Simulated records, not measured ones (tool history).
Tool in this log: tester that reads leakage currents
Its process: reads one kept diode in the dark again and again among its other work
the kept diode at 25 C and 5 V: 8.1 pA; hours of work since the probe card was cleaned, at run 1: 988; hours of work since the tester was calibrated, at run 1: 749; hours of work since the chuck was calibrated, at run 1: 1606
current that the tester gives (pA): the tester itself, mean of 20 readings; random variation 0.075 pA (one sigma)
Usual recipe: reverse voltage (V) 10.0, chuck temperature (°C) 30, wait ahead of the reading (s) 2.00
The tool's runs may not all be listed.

run	hour	reverse voltage (V)	chuck temperature (°C)	wait ahead of the reading (s)	hours of work since the probe card was cleaned	hours of work since the tester was calibrated	hours of work since the chuck was calibrated	current that the tester gives (pA)
1	0.0	10.0	30	2.00	988	749	1606	18.65
2	18.1	12.6	30	2.00	1002	763	1620	21.17
3	46.1	12.6	30	2.00	1024	784	1641	21.20
4	73.8	12.6	30	2.00	1045	806	1663	21.31
5	106.5	12.6	25	2.00	1070	830	1688	14.95
6	131.6	14.5	30	2.00	1089	850	1707	23.05
7	146.4	10.0	58	2.00	1100	861	1718	120.64
8	171.1	10.0	58	2.00	1119	880	1737	121.37
9	189.2	10.0	58	2.00	1133	894	1751	121.14
10	210.9	10.0	58	2.00	1150	910	1767	121.21
11	242.4	10.0	30	0.47	1174	934	1792	22.56
12	260.7	10.0	30	0.47	1188	948	1806	22.67
13	274.8	10.0	22	2.00	1199	959	1816	10.61
14	298.3	10.0	22	2.00	1217	977	1834	10.69
15	314.6	11.3	30	2.00	1229	990	1847	19.90
16	344.8	10.0	30	2.00	1252	1013	1870	18.75
17	376.3	10.0	30	2.00	1276	1037	1894	18.64
18	403.5	10.0	30	2.00	1297	1058	1915	18.63
19	422.9	10.0	30	2.47	1312	1073	1930	18.39
20	452.9	10.0	30	2.47	1335	1096	1953	18.30
21	479.0	10.0	30	2.47	1355	1115	1973	18.44
22	504.7	10.0	30	2.47	1375	1135	1992	18.37
23	530.0	1.3	60	2.00	1394	1154	2012	46.21
24	551.5	1.3	55	3.38	1410	1171	2028	33.55
25	577.1	1.3	24	0.90	1430	1191	2048	4.03
26	597.9	2.0	25	2.00	1446	1206	2064	5.25
27	620.3	5.9	26	6.88	1463	1224	2081	9.84
28	647.5	10.0	56	2.00	1484	1244	2102	106.65
29	665.7	10.0	56	2.00	1498	1258	2115	106.89
30	693.7	10.0	56	2.00	1519	1280	2137	107.07
# hour 700.9: probe card cleaned and baked
31	728.9	4.0	39	0.65	21	1304	2162	22.06
32	750.1	6.9	44	0.66	38	1321	2178	41.56
33	766.0	10.0	28	5.23	50	1333	2190	15.43
34	795.4	2.2	50	2.67	72	1355	2212	31.98
35	827.9	10.0	21	1.65	97	1380	2237	10.10
36	850.0	19.0	42	4.47	114	1397	2254	59.19
37	879.5	15.8	40	4.77	137	1420	2277	46.83
38	902.7	10.0	30	2.62	154	1437	2294	18.20
39	933.0	10.0	53	2.62	178	1461	2318	87.87
40	948.0	16.0	37	5.51	189	1472	2329	38.20
41	975.9	17.4	56	1.08	210	1493	2351	146.16

Take each entry between the runs: how does the hidden state at the last listed run before it differ from the hidden state at the first listed run after it?
Runs 30 to 31: probe card cleaned and baked (hour 700.9)
  stray current of the dirty probe card, pA a volt: 0.022 -> 0.02

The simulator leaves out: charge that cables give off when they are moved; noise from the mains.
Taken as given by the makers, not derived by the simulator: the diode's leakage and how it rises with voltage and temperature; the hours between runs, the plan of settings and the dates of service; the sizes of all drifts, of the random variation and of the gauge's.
